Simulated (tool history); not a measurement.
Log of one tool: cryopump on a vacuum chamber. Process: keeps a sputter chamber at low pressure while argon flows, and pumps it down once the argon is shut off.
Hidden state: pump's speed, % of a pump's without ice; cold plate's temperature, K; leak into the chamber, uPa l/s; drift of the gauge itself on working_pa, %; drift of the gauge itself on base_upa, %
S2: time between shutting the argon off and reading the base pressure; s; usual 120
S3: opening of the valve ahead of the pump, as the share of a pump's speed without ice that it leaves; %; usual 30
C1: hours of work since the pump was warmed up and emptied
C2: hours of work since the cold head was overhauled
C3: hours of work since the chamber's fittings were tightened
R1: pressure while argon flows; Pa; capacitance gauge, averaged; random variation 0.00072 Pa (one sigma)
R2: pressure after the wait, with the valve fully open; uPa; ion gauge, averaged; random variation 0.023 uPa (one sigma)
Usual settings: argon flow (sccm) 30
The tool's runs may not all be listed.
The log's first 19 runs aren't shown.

{"run": 20, "hour": 508.0, "argon flow (sccm)": 33, "S2": 254, "S3": 33, "C1": 42, "C2": 681, "C3": 3134, "R1": 0.1304, "R2": 2.16}
{"run": 21, "hour": 532.9, "argon flow (sccm)": 16, "S2": 48, "S3": 39, "C1": 61, "C2": 700, "C3": 3154, "R1": 0.0554, "R2": 3.46}
{"run": 22, "hour": 552.3, "argon flow (sccm)": 16, "S2": 31, "S3": 39, "C1": 76, "C2": 715, "C3": 3168, "R1": 0.0534, "R2": 4.23}
{"run": 23, "hour": 577.6, "argon flow (sccm)": 16, "S2": 31, "S3": 39, "C1": 96, "C2": 734, "C3": 3188, "R1": 0.0551, "R2": 4.25}
{"run": 24, "hour": 601.6, "argon flow (sccm)": 16, "S2": 31, "S3": 39, "C1": 114, "C2": 753, "C3": 3206, "R1": 0.055, "R2": 4.23}
{"run": 25, "hour": 622.3, "argon flow (sccm)": 16, "S2": 31, "S3": 39, "C1": 130, "C2": 769, "C3": 3222, "R1": 0.0543, "R2": 4.34}
{"run": 26, "hour": 638.4, "argon flow (sccm)": 16, "S2": 31, "S3": 39, "C1": 143, "C2": 781, "C3": 3235, "R1": 0.0546, "R2": 4.42}
{"run": 27, "hour": 671.1, "argon flow (sccm)": 16, "S2": 31, "S3": 39, "C1": 168, "C2": 806, "C3": 3260, "R1": 0.0554, "R2": 4.44}
{"run": 28, "hour": 699.6, "argon flow (sccm)": 32, "S2": 28, "S3": 42, "C1": 190, "C2": 828, "C3": 3282, "R1": 0.1039, "R2": 4.71}
{"hour": 716.6, "done": "leaking fittings of the chamber tightened, without venting"}
{"run": 29, "hour": 735.7, "argon flow (sccm)": 32, "S2": 28, "S3": 42, "C1": 216, "C2": 854, "C3": 15, "R1": 0.1044, "R2": 2.79}
{"run": 30, "hour": 754.7, "argon flow (sccm)": 39, "S2": 95, "S3": 39, "C1": 230, "C2": 869, "C3": 29, "R1": 0.1358, "R2": 1.11}
{"run": 31, "hour": 778.2, "argon flow (sccm)": 21, "S2": 61, "S3": 44, "C1": 248, "C2": 887, "C3": 47, "R1": 0.0665, "R2": 1.46}
{"run": 32, "hour": 812.1, "argon flow (sccm)": 15, "S2": 120, "S3": 30, "C1": 274, "C2": 913, "C3": 73, "R1": 0.0685, "R2": 0.99}
{"run": 33, "hour": 841.6, "argon flow (sccm)": 30, "S2": 77, "S3": 35, "C1": 297, "C2": 936, "C3": 96, "R1": 0.1182, "R2": 1.3}

3 ways to go on from here, each from the tool as it stands after run 33. What would each give?
{"run": "A", "hour": 867.7, "argon flow (sccm)": 30, "S2": 33, "S3": 23, "C1": 317, "C2": 956, "C3": 116, "R1": "?", "R2": "?"}
{"run": "B", "hour": 867.7, "argon flow (sccm)": 13, "S2": 120, "S3": 30, "C1": 317, "C2": 956, "C3": 116, "R1": "?", "R2": "?"}
{"run": "C", "hour": 867.7, "argon flow (sccm)": 30, "S2": 49, "S3": 35, "C1": 317, "C2": 956, "C3": 116, "R1": "?", "R2": "?"}

run=A R1=0.1768 R2=2.6
run=B R1=0.0589 R2=0.98
run=C R1=0.1192 R2=1.83
Without the tool's hidden state the same runs would have given:
run=A R1=0.1686 R2=2.41
run=B R1=0.0553 R2=0.8
run=C R1=0.1109 R2=1.64

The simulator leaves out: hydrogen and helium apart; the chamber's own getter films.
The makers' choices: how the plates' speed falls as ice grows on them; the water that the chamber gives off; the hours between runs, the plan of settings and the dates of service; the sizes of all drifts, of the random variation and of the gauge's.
